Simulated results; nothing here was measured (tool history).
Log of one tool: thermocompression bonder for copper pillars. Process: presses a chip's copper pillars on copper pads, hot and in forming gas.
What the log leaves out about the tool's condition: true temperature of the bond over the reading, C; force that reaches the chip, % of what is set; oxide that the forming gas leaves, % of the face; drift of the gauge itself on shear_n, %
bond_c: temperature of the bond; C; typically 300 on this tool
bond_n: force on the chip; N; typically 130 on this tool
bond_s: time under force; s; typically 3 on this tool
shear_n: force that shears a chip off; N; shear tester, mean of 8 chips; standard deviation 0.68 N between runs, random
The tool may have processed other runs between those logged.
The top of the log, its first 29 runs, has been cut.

| run | hour | bond_c | bond_n | bond_s | hours of work since the heater was calibrated | hours of work since the force cell was calibrated | hours of work since the gas filter was changed | shear_n |
|---|---|---|---|---|---|---|---|---|
| 30 | 199.3 | 296 | 130 | 3 | 180 | 10 | 38 | 52.9 |
| 31 | 203.7 | 300 | 130 | 4 | 182 | 12 | 39 | 59.9 |
| 32 | 209.7 | 300 | 88 | 3 | 184 | 14 | 42 | 44.3 |
| 33 | 215 | 300 | 130 | 2 | 186 | 17 | 44 | 46.3 |
| 34 | 222.3 | 272 | 119 | 2 | 190 | 20 | 47 | 31.6 |
| 35 | 229.9 | 292 | 117 | 6 | 193 | 23 | 50 | 63.7 |
| 36 | 235.7 | 300 | 130 | 2 | 195 | 25 | 53 | 47.5 |
| 37 | 240.9 | 286 | 193 | 2 | 197 | 27 | 55 | 52.3 |
| 38 | 248.2 | 286 | 193 | 7 | 200 | 30 | 58 | 82.1 |
| 39 | 254.2 | 286 | 181 | 7 | 203 | 33 | 60 | 78.4 |
| 40 | 260.1 | 286 | 105 | 3 | 205 | 35 | 63 | 41.9 |
| 41 | 265.9 | 300 | 142 | 3 | 207 | 38 | 65 | 58.2 |

Each row is a separate what-if for the run after 41, all from the same tool condition, not one after another. Results?
| A | 270.7 | 319 | 79 | 2 | 209 | 40 | 67 | ? |
| B | 270.7 | 300 | 179 | 6 | 209 | 40 | 67 | ? |
| C | 270.7 | 300 | 130 | 2 | 209 | 40 | 67 | ? |

| run | shear_n |
|---|---|
| A | 40.7 |
| B | 85.9 |
| C | 46.8 |
The same runs, with their run-to-run variation unchanged, on a tool lacking any hidden condition would have given:
| run | shear_n |
|---|---|
| A | 40.8 |
| B | 86.1 |
| C | 46.9 |
